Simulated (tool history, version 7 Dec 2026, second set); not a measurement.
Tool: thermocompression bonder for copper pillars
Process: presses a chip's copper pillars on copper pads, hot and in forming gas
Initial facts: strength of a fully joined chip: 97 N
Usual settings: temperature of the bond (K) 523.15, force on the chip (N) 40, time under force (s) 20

| run | hour | temperature of the bond (K) | force on the chip (N) | time under force (s) | force that shears a chip off (N) |
|---|---|---|---|---|---|
| 1 | 0.0 | 523.15 | 40 | 20 | 54.4 |
| 2 | 6.9 | 523.15 | 40 | 20 | 54.3 |
| 3 | 16.3 | 497.15 | 40 | 20 | 41.2 |
| 4 | 25.7 | 497.15 | 40 | 20 | 41.2 |
| 5 | 34.8 | 497.15 | 40 | 20 | 41.3 |
| 6 | 44.8 | 497.15 | 40 | 20 | 41.0 |
| 7 | 54.3 | 497.15 | 40 | 20 | 41.4 |
| 8 | 62.1 | 523.15 | 31 | 20 | 48.4 |
| 9 | 69.3 | 523.15 | 31 | 20 | 48.6 |
| 10 | 75.9 | 500.15 | 40 | 20 | 42.3 |
| 11 | 83.2 | 513.15 | 40 | 20 | 48.7 |
| 12 | 89.9 | 513.15 | 40 | 20 | 48.7 |
| 13 | 99.6 | 523.15 | 40 | 20 | 53.4 |
| 14 | 103.8 | 523.15 | 40 | 20 | 53.5 |
| 15 | 110.9 | 523.15 | 40 | 20 | 53.3 |
| 16 | 115.3 | 523.15 | 40 | 32 | 61.5 |
| 17 | 123.9 | 523.15 | 40 | 32 | 61.2 |
| 18 | 129.8 | 523.15 | 40 | 32 | 61.2 |
| 19 | 136.6 | 523.15 | 40 | 32 | 61.2 |
| 20 | 146.2 | 523.15 | 40 | 32 | 61.3 |
| 21 | 153.1 | 544.15 | 42 | 19 | 63.2 |
| 22 | 160.9 | 544.15 | 42 | 19 | 63.3 |
| 23 | 168.6 | 544.15 | 42 | 19 | 63.4 |
| 24 | 174.0 | 509.15 | 27 | 20 | 38.6 |
| 25 | 181.0 | 496.15 | 27 | 20 | 32.7 |
| 26 | 186.5 | 531.15 | 27 | 29 | 54.1 |
| 27 | 194.8 | 529.15 | 34 | 21 | 53.2 |
| 28 | 201.6 | 553.15 | 34 | 21 | 64.1 |
| 29 | 206.6 | 553.15 | 34 | 12 | 54.5 |
| 30 | 211.1 | 541.15 | 40 | 18 | 58.7 |
| 31 | 218.9 | 541.15 | 40 | 18 | 59.3 |
| 32 | 224.4 | 541.15 | 40 | 18 | 59.3 |
| 33 | 231.7 | 541.15 | 35 | 10 | 46.6 |
| 34 | 237.2 | 510.15 | 40 | 11 | 37.2 |
| 35 | 244.7 | 541.15 | 32 | 20 | 56.0 |
| 36 | 251.8 | 541.15 | 32 | 20 | 55.9 |
| 37 | 258.1 | 513.15 | 29 | 50 | 56.0 |
| 38 | 262.6 | 513.15 | 29 | 50 | 56.0 |
| 39 | 269.2 | 513.15 | 29 | 50 | 56.1 |
| 40 | 276.9 | 550.15 | 48 | 20 | 68.1 |

The logged runs with the hidden state left out (each run's random variation unchanged):
Unlogged tool condition in this case: true temperature of the bond over the reading, C; force that reaches the chip, % of what is set; oxide that the forming gas leaves, % of the face; drift of the gauge itself on shear_n, %.
| run | force that shears a chip off (N) |
|---|---|
| 1 | 52.1 |
| 2 | 52.1 |
| 3 | 39.0 |
| 4 | 39.0 |
| 5 | 39.1 |
| 6 | 38.9 |
| 7 | 39.3 |
| 8 | 46.5 |
| 9 | 46.8 |
| 10 | 40.4 |
| 11 | 46.9 |
| 12 | 46.9 |
| 13 | 51.8 |
| 14 | 51.9 |
| 15 | 51.8 |
| 16 | 60.2 |
| 17 | 60.0 |
| 18 | 60.0 |
| 19 | 60.2 |
| 20 | 60.3 |
| 21 | 62.6 |
| 22 | 62.8 |
| 23 | 63.0 |
| 24 | 37.3 |
| 25 | 31.4 |
| 26 | 53.4 |
| 27 | 52.4 |
| 28 | 64.2 |
| 29 | 54.2 |
| 30 | 58.6 |
| 31 | 59.2 |
| 32 | 59.3 |
| 33 | 46.1 |
| 34 | 36.2 |
| 35 | 56.0 |
| 36 | 55.9 |
| 37 | 55.7 |
| 38 | 55.7 |
| 39 | 55.9 |
| 40 | 69.4 |
